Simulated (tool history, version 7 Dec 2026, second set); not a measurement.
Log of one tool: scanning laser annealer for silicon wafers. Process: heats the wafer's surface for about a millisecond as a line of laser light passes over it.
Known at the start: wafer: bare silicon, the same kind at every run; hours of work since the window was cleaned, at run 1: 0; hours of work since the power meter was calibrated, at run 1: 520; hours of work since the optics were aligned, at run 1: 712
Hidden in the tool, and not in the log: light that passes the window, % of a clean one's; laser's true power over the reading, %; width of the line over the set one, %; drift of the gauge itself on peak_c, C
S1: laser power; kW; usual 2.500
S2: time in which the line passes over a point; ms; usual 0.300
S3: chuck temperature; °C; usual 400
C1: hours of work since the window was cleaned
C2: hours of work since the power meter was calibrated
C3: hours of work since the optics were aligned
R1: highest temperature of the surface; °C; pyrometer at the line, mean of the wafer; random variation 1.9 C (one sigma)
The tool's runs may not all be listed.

run,day,S1,S2,S3,C1,C2,C3,R1
1,0.000,2.500,0.300,400,0,520,712,1209
2,0.650,2.500,0.300,400,11,531,723,1206
3,1.504,2.500,0.300,400,26,546,737,1206
4,2.821,2.330,0.300,400,48,568,760,1157
5,3.633,2.330,0.300,400,62,582,774,1157
6,4.875,2.330,0.300,400,83,603,795,1153
7,5.842,2.330,0.300,400,99,620,811,1155
8,6.454,2.330,0.300,400,110,630,821,1154
9,7.142,2.330,0.300,400,121,642,833,1154
10,7.958,2.330,0.271,400,135,656,847,1118
11,9.233,2.746,0.271,400,157,677,869,1231
12,9.792,2.336,0.300,400,166,687,878,1155
13,11.029,2.500,0.300,400,188,708,899,1202
14,12.321,2.500,0.300,400,209,730,921,1202
15,13.317,2.500,0.300,400,226,747,938,1203
16,14.329,2.500,0.300,400,244,764,955,1199
17,15.033,2.500,0.300,400,256,776,967,1199
# day 15.242: laser's power meter calibrated
18,16.062,2.500,0.300,400,271,14,983,1191
# day 16.458: optics aligned, line set to its width
# day 17.296: laser's power meter calibrated, once more
19,17.392,2.500,0.300,400,288,2,14,1207
20,18.304,2.500,0.326,400,303,17,29,1238
21,19.533,2.500,0.326,400,324,38,50,1242
22,20.200,2.500,0.280,409,336,49,61,1187
23,21.196,2.500,0.217,434,353,66,78,1125
24,22.329,2.500,0.217,434,372,86,98,1126
25,23.362,2.500,0.371,398,389,103,115,1285
26,24.500,2.465,0.308,387,409,123,135,1187
27,25.071,2.465,0.308,387,418,132,144,1186
28,26.417,2.465,0.308,387,441,155,167,1187
29,27.696,2.430,0.335,400,463,177,189,1221
30,28.442,2.430,0.335,400,476,189,202,1222
31,29.675,2.127,0.251,406,497,210,223,1038
32,30.375,2.127,0.301,384,509,222,234,1072
33,30.946,2.679,0.299,430,518,232,244,1277
34,32.225,2.679,0.299,430,540,254,266,1276
35,33.171,2.351,0.216,424,556,270,282,1065
36,34.308,2.500,0.355,414,575,289,301,1275
37,34.908,2.500,0.355,420,586,299,312,1280
38,35.471,2.500,0.355,420,595,309,321,1280
39,36.133,2.500,0.355,420,606,320,332,1281
40,37.396,2.500,0.355,420,628,342,354,1281
41,37.983,2.645,0.223,420,638,352,364,1141
42,38.879,2.645,0.223,420,653,367,379,1142

3 ways to go on from here, each from the tool as it stands after run 42. What would each give?
A,39.996,2.537,0.223,420,672,386,398,?
B,39.996,2.645,0.223,398,672,386,398,?
C,39.996,2.470,0.325,431,672,386,398,?

run,R1
A,1114
B,1121
C,1243
Without the tool's hidden state the same runs would have given:
run,R1
A,1137
B,1144
C,1270
